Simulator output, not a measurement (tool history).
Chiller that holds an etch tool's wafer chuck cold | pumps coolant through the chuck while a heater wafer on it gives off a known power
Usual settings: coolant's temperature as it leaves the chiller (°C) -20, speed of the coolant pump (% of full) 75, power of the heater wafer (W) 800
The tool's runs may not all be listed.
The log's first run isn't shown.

run,hour,coolant's temperature as it leaves the chiller (°C),speed of the coolant pump (% of full),power of the heater wafer (W),hours since the coolant was changed and the channels were flushed,hours since the pump was overhauled,hours since the chiller's thermometer was calibrated,chuck's temperature once it has settled (°C),how much warmer the coolant comes back (C)
2,35.2,-20,75,800,3742,229,840,-11.9,2.46
3,77.0,-20,75,800,3783,271,881,-11.9,2.49
4,130.6,-18,75,800,3837,324,935,-9.7,2.49
5,191.7,-20,75,800,3898,385,996,-12.0,2.46
6,253.8,-20,75,800,3960,447,1058,-11.7,2.46
7,315.8,-20,75,800,4022,509,1120,-11.8,2.48
8,356.7,-20,75,721,4063,550,1161,-12.6,2.26
9,385.5,-20,92,800,4092,579,1190,-13.3,1.97
10,431.9,-20,92,800,4138,625,1236,-13.3,2.01
11,470.3,-20,92,800,4177,664,1275,-13.3,2.00
12,497.7,-30,75,800,4204,691,1302,-21.7,2.55
13,557.9,-30,75,800,4264,751,1362,-21.7,2.51
14,600.4,-30,75,800,4307,794,1405,-21.6,2.52
15,641.8,-30,75,800,4348,835,1446,-21.7,2.53
16,667.3,-30,75,800,4374,861,1472,-21.8,2.52
17,727.0,-21,94,800,4433,921,1531,-14.2,1.90
18,787.6,-19,75,621,4494,981,1592,-12.6,1.94
19,834.5,-19,75,621,4541,1028,1639,-12.5,1.93
20,891.0,-14,75,824,4597,1085,1695,-5.4,2.61
21,947.2,-20,81,865,4653,1141,1752,-11.6,2.50
22,1008.8,-20,81,865,4715,1202,1813,-11.5,2.51
23,1046.5,-30,75,464,4753,1240,1851,-25.2,1.51
24,1079.8,-11,75,1165,4786,1273,1884,1.3,3.69

Forecast run 25:
25,1113.8,-19,60,969,4820,1307,1918,?,?

chuck's temperature once it has settled (°C): -6.2
how much warmer the coolant comes back (C): 3.94
Without the tool's hidden state the same run would have given chuck's temperature once it has settled (°C) -8.1, how much warmer the coolant comes back (C) 3.85.

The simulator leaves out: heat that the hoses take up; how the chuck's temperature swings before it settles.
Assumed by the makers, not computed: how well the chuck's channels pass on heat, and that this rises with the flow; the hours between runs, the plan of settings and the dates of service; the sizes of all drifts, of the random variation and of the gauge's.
